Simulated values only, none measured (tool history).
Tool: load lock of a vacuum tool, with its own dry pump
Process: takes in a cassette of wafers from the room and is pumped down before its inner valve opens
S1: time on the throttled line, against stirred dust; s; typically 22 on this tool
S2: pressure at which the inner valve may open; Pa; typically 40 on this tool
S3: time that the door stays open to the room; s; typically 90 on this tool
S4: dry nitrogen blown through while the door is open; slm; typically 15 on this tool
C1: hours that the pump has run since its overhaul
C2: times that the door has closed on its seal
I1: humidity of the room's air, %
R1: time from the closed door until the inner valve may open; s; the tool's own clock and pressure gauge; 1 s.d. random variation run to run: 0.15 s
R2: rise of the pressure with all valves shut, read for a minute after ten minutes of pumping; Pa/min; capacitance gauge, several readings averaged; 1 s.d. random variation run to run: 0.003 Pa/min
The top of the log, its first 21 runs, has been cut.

Run 22, hour 1841.7: usual settings but S1 30 s, S3 69 s, S4 18 slm; C1 12332; C2 15582; I1 45.2. Result: R1 49.9 s, R2 0.106 Pa/min.
Run 23, hour 1941.6: usual settings but S3 30 s; C1 12432; C2 15881; I1 48.7. Result: R1 43.8 s, R2 0.093 Pa/min.
At hour 2013.3: dry pump taken out, an overhauled one fitted.
Run 24, hour 2074.9: usual settings but S3 30 s; C1 62; C2 16262; I1 44.3. Result: R1 41.3 s, R2 0.096 Pa/min.
Run 25, hour 2188.6: usual settings but S2 62 Pa, S3 30 s, S4 12 slm; C1 175; C2 16602; I1 47.0. Result: R1 39.9 s, R2 0.095 Pa/min.
Run 26, hour 2288.8: usual settings but S2 39 Pa, S3 189 s, S4 7 slm; C1 275; C2 16902; I1 44.5. Result: R1 41.2 s, R2 0.176 Pa/min.
Run 27, hour 2395.0: usual settings but S2 39 Pa, S3 189 s, S4 7 slm; C1 382; C2 17220; I1 46.1. Result: R1 41.1 s, R2 0.177 Pa/min.
Run 28, hour 2470.4: usual settings but S2 39 Pa, S3 189 s, S4 7 slm; C1 457; C2 17445; I1 46.3. Result: R1 41.3 s, R2 0.187 Pa/min.
Run 29, hour 2584.5: usual settings but S2 53 Pa, S3 189 s, S4 17 slm; C1 571; C2 17786; I1 45.6. Result: R1 40.5 s, R2 0.144 Pa/min.
Run 30, hour 2713.1: usual settings but S2 43 Pa, S3 173 s; C1 700; C2 18172; I1 46.4. Result: R1 40.9 s, R2 0.151 Pa/min.
Run 31, hour 2807.6: usual settings but S1 12 s, S2 35 Pa, S3 107 s, S4 30 slm; C1 794; C2 18454; I1 45.0. Result: R1 34.1 s, R2 0.116 Pa/min.
Run 32, hour 2892.9: usual settings but S1 30 s, S3 61 s; C1 880; C2 18709; I1 43.2. Result: R1 47.4 s, R2 0.123 Pa/min.
Run 33, hour 3012.9: usual settings but S1 30 s, S3 61 s; C1 1000; C2 19069; I1 44.8. Result: R1 47.5 s, R2 0.130 Pa/min.
Run 34, hour 3126.7: usual settings but S1 30 s, S3 61 s; C1 1113; C2 19409; I1 47.8. Result: R1 47.4 s, R2 0.134 Pa/min.
Run 35, hour 3250.6: usual settings but S1 30 s, S2 37 Pa, S3 61 s, S4 5 slm; C1 1237; C2 19780; I1 44.1. Result: R1 47.7 s, R2 0.150 Pa/min.
Run 36, hour 3360.1: usual settings but S1 27 s, S2 41 Pa, S3 61 s, S4 5 slm; C1 1347; C2 20108; I1 44.6. Result: R1 45.1 s, R2 0.151 Pa/min.

Consider 4 possible next runs. They are alternatives, not a sequence: every one starts from the tool as it was left by run 36. What does each give?
Run A, hour 3442.2: usual settings but S2 29 Pa, S3 166 s; C1 1429; C2 20353; I1 48.3. Result: R1 ?, R2 ?.
Run B, hour 3442.2: usual settings but S1 11 s; C1 1429; C2 20353; I1 43.5. Result: R1 ?, R2 ?.
Run C, hour 3442.2: usual settings but S1 28 s, S2 42 Pa, S3 37 s; C1 1429; C2 20353; I1 49.7. Result: R1 ?, R2 ?.
Run D, hour 3442.2: usual settings but S1 27 s, S2 77 Pa, S3 178 s, S4 17 slm; C1 1429; C2 20353; I1 46.3. Result: R1 ?, R2 ?.

run    R1     R2
  A  42.6  0.164
  B  33.0  0.143
  C  45.8  0.125
  D  43.1  0.163
What these runs would have given with no unlogged condition in the tool:
run    R1     R2
  A  42.4  0.070
  B  33.0  0.048
  C  45.8  0.035
  D  43.0  0.071
